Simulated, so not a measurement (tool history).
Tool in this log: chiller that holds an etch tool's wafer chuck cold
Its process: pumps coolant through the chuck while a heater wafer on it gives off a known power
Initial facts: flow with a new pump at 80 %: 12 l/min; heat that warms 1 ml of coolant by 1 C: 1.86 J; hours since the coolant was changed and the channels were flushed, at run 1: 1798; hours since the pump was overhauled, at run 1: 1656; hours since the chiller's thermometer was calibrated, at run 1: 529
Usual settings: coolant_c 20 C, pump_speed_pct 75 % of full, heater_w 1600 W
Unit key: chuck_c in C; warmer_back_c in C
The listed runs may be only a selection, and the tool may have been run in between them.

run,day,coolant_c,pump_speed_pct,heater_w,hours since the coolant was changed and the channels were flushed,hours since the pump was overhauled,hours since the chiller's thermometer was calibrated,chuck_c,warmer_back_c
1,0.000,20,75,1600,1798,1656,529,35.2,4.56
2,3.358,20,75,1600,1879,1737,609,35.3,4.60
3,5.538,20,75,2066,1931,1789,662,39.7,5.99
4,9.862,20,75,1560,2035,1893,765,34.8,4.44
5,14.212,20,88,1560,2139,1997,870,33.6,3.80
6,16.467,20,88,1560,2194,2051,924,33.6,3.80
7,18.979,20,88,1161,2254,2112,984,30.1,2.89
8,21.738,11,75,1600,2320,2178,1050,26.3,4.64
9,25.867,11,75,1600,2419,2277,1149,26.3,4.53
10,30.525,11,75,1600,2531,2389,1261,26.2,4.67
11,34.821,11,66,1600,2634,2492,1364,27.2,5.28
12,37.654,11,72,1600,2702,2560,1432,26.8,4.83
13,42.212,11,75,1604,2811,2669,1542,26.2,4.71
14,45.238,10,70,881,2884,2742,1614,18.5,2.78
15,49.900,10,70,881,2996,2854,1726,18.8,2.82
16,51.862,10,70,881,3043,2901,1773,18.8,2.77
17,55.225,10,70,881,3124,2982,1854,18.8,2.78
18,57.721,11,91,1040,3184,3042,1914,19.9,2.59
19,62.062,20,92,1603,3288,3146,2018,33.7,3.82
20,65.975,20,92,1603,3382,3240,2112,33.8,3.83

Branching from run 20: 4 alternative next runs. What would each branch give?
A,68.812,22,93,838,3450,3308,2180,?,?
B,68.812,20,69,1001,3450,3308,2180,?,?
C,68.812,20,69,1603,3450,3308,2180,?,?
D,68.812,11,92,1603,3450,3308,2180,?,?

run,chuck_c,warmer_back_c
A,28.9,2.01
B,29.9,3.21
C,36.2,5.10
D,24.7,3.86
Stripped of hidden state, with their random variation kept, the same runs would have yielded:
run,chuck_c,warmer_back_c
A,28.9,1.90
B,29.9,3.09
C,36.2,4.98
D,24.7,3.74

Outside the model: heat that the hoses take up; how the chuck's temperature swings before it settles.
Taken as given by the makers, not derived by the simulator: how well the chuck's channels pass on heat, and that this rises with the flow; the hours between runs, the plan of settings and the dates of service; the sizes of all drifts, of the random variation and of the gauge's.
